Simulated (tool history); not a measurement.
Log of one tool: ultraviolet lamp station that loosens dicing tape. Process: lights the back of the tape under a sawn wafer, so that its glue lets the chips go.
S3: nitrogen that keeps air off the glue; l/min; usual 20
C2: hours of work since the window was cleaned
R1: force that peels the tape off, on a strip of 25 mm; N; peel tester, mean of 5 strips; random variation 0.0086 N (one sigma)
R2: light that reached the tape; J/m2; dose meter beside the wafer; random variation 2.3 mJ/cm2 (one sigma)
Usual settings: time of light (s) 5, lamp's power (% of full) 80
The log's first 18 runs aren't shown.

run 19 day=16.262 | time_of_light_(s)=5 lamp's_power_(%_of_full)=80 S3=26 | hours_of_work_of_the_lamp=486 C2=99 | R1=0.935 R2=1550
-- day=16.442 window cleaned of glue's vapour, once more
run 20 day=17.004 | time_of_light_(s)=5 lamp's_power_(%_of_full)=61 S3=26 | hours_of_work_of_the_lamp=497 C2=9 | R1=0.848 R2=1590
run 21 day=18.117 | time_of_light_(s)=4 lamp's_power_(%_of_full)=80 S3=20 | hours_of_work_of_the_lamp=515 C2=27 | R1=0.883 R2=1600
run 22 day=19.179 | time_of_light_(s)=4 lamp's_power_(%_of_full)=90 S3=20 | hours_of_work_of_the_lamp=532 C2=44 | R1=0.704 R2=1800
run 23 day=20.275 | time_of_light_(s)=4 lamp's_power_(%_of_full)=92 S3=38 | hours_of_work_of_the_lamp=550 C2=61 | R1=0.505 R2=1820
run 24 day=21.088 | time_of_light_(s)=4 lamp's_power_(%_of_full)=71 S3=9 | hours_of_work_of_the_lamp=563 C2=74 | R1=1.951 R2=1380
run 25 day=21.958 | time_of_light_(s)=8 lamp's_power_(%_of_full)=70 S3=20 | hours_of_work_of_the_lamp=577 C2=88 | R1=0.24 R2=2710
run 26 day=22.429 | time_of_light_(s)=8 lamp's_power_(%_of_full)=70 S3=20 | hours_of_work_of_the_lamp=584 C2=96 | R1=0.254 R2=2660
run 27 day=23.042 | time_of_light_(s)=7 lamp's_power_(%_of_full)=99 S3=20 | hours_of_work_of_the_lamp=594 C2=106 | R1=0.14 R2=3290
run 28 day=23.912 | time_of_light_(s)=4 lamp's_power_(%_of_full)=78 S3=16 | hours_of_work_of_the_lamp=608 C2=120 | R1=1.319 R2=1480
run 29 day=24.683 | time_of_light_(s)=4 lamp's_power_(%_of_full)=97 S3=11 | hours_of_work_of_the_lamp=621 C2=132 | R1=1.057 R2=1790
run 30 day=25.588 | time_of_light_(s)=5 lamp's_power_(%_of_full)=87 S3=38 | hours_of_work_of_the_lamp=635 C2=147 | R1=0.384 R2=2010
run 31 day=26.479 | time_of_light_(s)=5 lamp's_power_(%_of_full)=72 S3=38 | hours_of_work_of_the_lamp=649 C2=161 | R1=0.654 R2=1580
run 32 day=27.258 | time_of_light_(s)=2 lamp's_power_(%_of_full)=80 S3=9 | hours_of_work_of_the_lamp=662 C2=173 | R1=4.387 R2=720

Run 33 comes next. What will it give?
run 33 day=28.075 | time_of_light_(s)=4 lamp's_power_(%_of_full)=67 S3=35 | hours_of_work_of_the_lamp=675 C2=186 | R1=? R2=?

R1: 1.399 N
R2: 1200 J/m2
Without the tool's hidden state the same run would have given R1 0.731 N, R2 1610 J/m2.
